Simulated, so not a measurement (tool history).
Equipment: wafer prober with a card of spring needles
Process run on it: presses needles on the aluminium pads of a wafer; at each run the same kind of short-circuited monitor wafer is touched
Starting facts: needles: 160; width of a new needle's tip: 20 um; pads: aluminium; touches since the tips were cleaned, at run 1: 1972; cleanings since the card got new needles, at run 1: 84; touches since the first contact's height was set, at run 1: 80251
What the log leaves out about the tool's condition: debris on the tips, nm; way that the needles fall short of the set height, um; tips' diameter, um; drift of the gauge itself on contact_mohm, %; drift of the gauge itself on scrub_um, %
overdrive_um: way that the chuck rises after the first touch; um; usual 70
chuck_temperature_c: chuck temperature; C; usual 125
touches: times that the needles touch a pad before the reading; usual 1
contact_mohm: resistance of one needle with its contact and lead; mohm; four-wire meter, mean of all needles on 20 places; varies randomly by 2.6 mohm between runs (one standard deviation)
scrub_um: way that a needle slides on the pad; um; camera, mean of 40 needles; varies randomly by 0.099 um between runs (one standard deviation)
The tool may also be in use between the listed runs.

run,hour,overdrive_um,chuck_temperature_c,touches,touches since the tips were cleaned,cleanings since the card got new needles,touches since the first contact's height was set,contact_mohm,scrub_um
1,0,70,125,1,1972,84,80251,319,12.92
# hour 1.2: tips cleaned on abrasive film
# hour 5.8: tips cleaned on abrasive film
# hour 11.6: tips cleaned on abrasive film
# hour 16.2: tips cleaned on abrasive film
# hour 20.7: tips cleaned on abrasive film
# hour 25.3: tips cleaned on abrasive film
# hour 31.1: tips cleaned on abrasive film
# hour 35.7: tips cleaned on abrasive film
# hour 41.4: tips cleaned on abrasive film
# hour 46: tips cleaned on abrasive film
# hour 50.6: tips cleaned on abrasive film
# hour 55.2: tips cleaned on abrasive film
2,58.8,70,125,1,2113,96,113430,320,12.76
# hour 60: tips cleaned on abrasive film
# hour 64.6: tips cleaned on abrasive film
# hour 69.2: tips cleaned on abrasive film
# hour 73.8: tips cleaned on abrasive film
# hour 79.5: tips cleaned on abrasive film
# hour 85.3: tips cleaned on abrasive film
# hour 91: tips cleaned on abrasive film
# hour 95.6: tips cleaned on abrasive film
3,96.8,70,125,1,727,104,134859,315,12.65
# hour 100.3: tips cleaned on abrasive film
# hour 104.9: tips cleaned on abrasive film
# hour 110.6: tips cleaned on abrasive film
# hour 116.3: tips cleaned on abrasive film
# hour 120.9: tips cleaned on abrasive film
# hour 125.5: tips cleaned on abrasive film
# hour 131.3: tips cleaned on abrasive film
4,134.3,70,125,1,1772,111,156043,320,12.2
# hour 136.7: tips cleaned on abrasive film
# hour 141.3: tips cleaned on abrasive film
# hour 147: tips cleaned on abrasive film
# hour 152.7: tips cleaned on abrasive film
# hour 157.3: tips cleaned on abrasive film
# hour 157.6: height of the first contact set anew
# hour 162.2: tips cleaned on abrasive film
# hour 167.9: tips cleaned on abrasive film
# hour 172.5: tips cleaned on abrasive film
# hour 177.1: tips cleaned on abrasive film
# hour 182.8: tips cleaned on abrasive film
# hour 188.5: tips cleaned on abrasive film
# hour 193.1: tips cleaned on abrasive film
5,195.5,70,125,1,1377,123,21432,315,13.37
# hour 197.9: tips cleaned on abrasive film
# hour 203.6: tips cleaned on abrasive film
# hour 208.2: tips cleaned on abrasive film
# hour 212.8: tips cleaned on abrasive film
# hour 218.5: tips cleaned on abrasive film
# hour 224.2: tips cleaned on abrasive film
6,226,70,125,1,1050,129,38655,314,13.23
# hour 229.5: tips cleaned on abrasive film
# hour 234.1: tips cleaned on abrasive film
# hour 239.8: tips cleaned on abrasive film
# hour 244.4: tips cleaned on abrasive film
# hour 249: tips cleaned on abrasive film
# hour 254.7: tips cleaned on abrasive film
7,255.2,70,125,1,257,135,55085,310,13.02
# hour 259.8: tips cleaned on abrasive film
# hour 264.4: tips cleaned on abrasive film
# hour 270.1: tips cleaned on abrasive film
# hour 275.8: tips cleaned on abrasive film
# hour 281.5: tips cleaned on abrasive film
# hour 286.1: tips cleaned on abrasive film
# hour 291.8: tips cleaned on abrasive film
8,295.3,70,125,1,2006,142,77793,329,13
# hour 296.5: tips cleaned on abrasive film
# hour 301.1: tips cleaned on abrasive film
# hour 305.7: tips cleaned on abrasive film
# hour 311.4: tips cleaned on abrasive film
# hour 316: tips cleaned on abrasive film
# hour 320.6: tips cleaned on abrasive film
# hour 326.3: tips cleaned on abrasive film
9,326.6,70,41,1,132,149,95393,289,12.62
# hour 331.2: tips cleaned on abrasive film
# hour 335.8: tips cleaned on abrasive film
# hour 341.5: tips cleaned on abrasive film
# hour 347.2: tips cleaned on abrasive film
# hour 351.8: tips cleaned on abrasive film
# hour 357.5: tips cleaned on abrasive film
10,359.5,70,41,2,1130,155,113992,289,12.66
# hour 362.9: tips cleaned on abrasive film
# hour 368.7: tips cleaned on abrasive film
# hour 374.4: tips cleaned on abrasive film
# hour 379: tips cleaned on abrasive film
# hour 383.6: tips cleaned on abrasive film
# hour 389.3: tips cleaned on abrasive film
# hour 395: tips cleaned on abrasive film
# hour 399.6: tips cleaned on abrasive film
# hour 405.3: tips cleaned on abrasive film
# hour 411: tips cleaned on abrasive film
# hour 415.6: tips cleaned on abrasive film
11,415.9,58,125,1,160,166,145852,311,10.23
# hour 420.5: tips cleaned on abrasive film
# hour 425.1: tips cleaned on abrasive film
# hour 429.7: tips cleaned on abrasive film
# hour 435.4: tips cleaned on abrasive film
# hour 440: tips cleaned on abrasive film
# hour 445.7: tips cleaned on abrasive film
# hour 450.3: tips cleaned on abrasive film
12,450.8,65,125,3,310,173,165572,311,11.46
# hour 455.4: tips cleaned on abrasive film
# hour 456.9: height of the first contact set anew
# hour 460.3: tips cleaned on abrasive film
# hour 464.9: tips cleaned on abrasive film
# hour 469.5: tips cleaned on abrasive film
# hour 475.2: tips cleaned on abrasive film
# hour 481: tips cleaned on abrasive film
# hour 485.6: tips cleaned on abrasive film
# hour 491.3: tips cleaned on abrasive film
13,494.5,69,125,3,1844,181,21253,310,13.11
# hour 496.8: tips cleaned on abrasive film
# hour 501.4: tips cleaned on abrasive film
# hour 507.1: tips cleaned on abrasive film
# hour 511.7: tips cleaned on abrasive film
# hour 517.4: tips cleaned on abrasive film
# hour 523.2: tips cleaned on abrasive film
# hour 527.8: tips cleaned on abrasive film
# hour 533.5: tips cleaned on abrasive film
# hour 539.2: tips cleaned on abrasive film
# hour 544.9: tips cleaned on abrasive film
14,547.1,70,118,3,1241,191,50959,307,13.16
# hour 550.5: tips cleaned on abrasive film
# hour 555.1: tips cleaned on abrasive film
# hour 559.7: tips cleaned on abrasive film
# hour 564.3: tips cleaned on abrasive film
# hour 570: tips cleaned on abrasive film
# hour 575.8: tips cleaned on abrasive film
# hour 580.3: tips cleaned on abrasive film
# hour 586.1: tips cleaned on abrasive film
# hour 591.8: tips cleaned on abrasive film
# hour 596.4: tips cleaned on abrasive film
# hour 601: tips cleaned on abrasive film
# hour 606.7: tips cleaned on abrasive film
# hour 612.4: tips cleaned on abrasive film
# hour 617: tips cleaned on abrasive film
15,618.6,70,118,3,941,205,91363,306,12.63
# hour 622.1: tips cleaned on abrasive film
# hour 627.8: tips cleaned on abrasive film
# hour 633.5: tips cleaned on abrasive film
# hour 639.3: tips cleaned on abrasive film
# hour 645: tips cleaned on abrasive film
# hour 650.7: tips cleaned on abrasive film
16,654.6,70,33,2,2256,211,111734,299,12.55
# hour 655.8: tips cleaned on abrasive film
# hour 661.6: tips cleaned on abrasive film
# hour 667.3: tips cleaned on abrasive film
# hour 673: tips cleaned on abrasive film
# hour 678.7: tips cleaned on abrasive film
# hour 684.4: tips cleaned on abrasive film
# hour 689: tips cleaned on abrasive film
17,690.8,71,37,2,1010,218,132153,285,12.92
# hour 694.2: tips cleaned on abrasive film
# hour 698.8: tips cleaned on abrasive film
# hour 703.4: tips cleaned on abrasive film
# hour 708: tips cleaned on abrasive film
# hour 713.7: tips cleaned on abrasive film
# hour 719.5: tips cleaned on abrasive film
# hour 731.5: card fitted with new needles
# hour 736.1: tips cleaned on abrasive film
# hour 741.8: tips cleaned on abrasive film
# hour 746.4: tips cleaned on abrasive film
# hour 752.1: tips cleaned on abrasive film
# hour 756.7: tips cleaned on abrasive film
# hour 762.4: tips cleaned on abrasive film
# hour 768.1: tips cleaned on abrasive film
18,771.1,86,89,2,1720,7,22422,292,16.35
# hour 773.4: tips cleaned on abrasive film
# hour 778: tips cleaned on abrasive film
# hour 782.6: tips cleaned on abrasive film
# hour 787.2: tips cleaned on abrasive film
# hour 793: tips cleaned on abrasive film
# hour 797.5: tips cleaned on abrasive film
# hour 803.3: tips cleaned on abrasive film
# hour 807.9: tips cleaned on abrasive film
# hour 812.5: tips cleaned on abrasive film
19,814.6,86,89,2,1248,16,46960,289,16.36
# hour 818.1: tips cleaned on abrasive film
# hour 823.8: tips cleaned on abrasive film
# hour 829.5: tips cleaned on abrasive film
# hour 834.1: tips cleaned on abrasive film
# hour 839.8: tips cleaned on abrasive film
# hour 844.4: tips cleaned on abrasive film
# hour 849: tips cleaned on abrasive film
# hour 853.6: tips cleaned on abrasive film
# hour 859.3: tips cleaned on abrasive film
# hour 863.9: tips cleaned on abrasive film
# hour 868.5: tips cleaned on abrasive film
20,872.9,86,89,2,2504,27,79870,298,15.86

Consider 3 possible next runs. They are alternatives, not a sequence: every one starts from the tool as it was left by run 20. What does each give?
# hour 874.1: tips cleaned on abrasive film
# hour 879.8: tips cleaned on abrasive film
# hour 884.4: tips cleaned on abrasive film
# hour 890.1: tips cleaned on abrasive film
# hour 895.8: tips cleaned on abrasive film
# hour 901.6: tips cleaned on abrasive film
# hour 906.2: tips cleaned on abrasive film
# hour 910.7: tips cleaned on abrasive film
# hour 916.5: tips cleaned on abrasive film
# hour 922.2: tips cleaned on abrasive film
A,925.4,61,125,3,1835,37,109523,?,?
# hour 874.1: tips cleaned on abrasive film
# hour 879.8: tips cleaned on abrasive film
# hour 884.4: tips cleaned on abrasive film
# hour 890.1: tips cleaned on abrasive film
# hour 895.8: tips cleaned on abrasive film
# hour 901.6: tips cleaned on abrasive film
# hour 906.2: tips cleaned on abrasive film
# hour 910.7: tips cleaned on abrasive film
# hour 916.5: tips cleaned on abrasive film
# hour 922.2: tips cleaned on abrasive film
B,925.4,54,58,2,1835,37,109523,?,?
# hour 874.1: tips cleaned on abrasive film
# hour 879.8: tips cleaned on abrasive film
# hour 884.4: tips cleaned on abrasive film
# hour 890.1: tips cleaned on abrasive film
# hour 895.8: tips cleaned on abrasive film
# hour 901.6: tips cleaned on abrasive film
# hour 906.2: tips cleaned on abrasive film
# hour 910.7: tips cleaned on abrasive film
# hour 916.5: tips cleaned on abrasive film
# hour 922.2: tips cleaned on abrasive film
C,925.4,77,48,1,1835,37,109523,?,?

run,contact_mohm,scrub_um
A,314,11.02
B,302,9.78
C,293,14.04
What these runs would have given with no unlogged condition in the tool:
run,contact_mohm,scrub_um
A,305,11.7
B,283,10.46
C,277,14.72
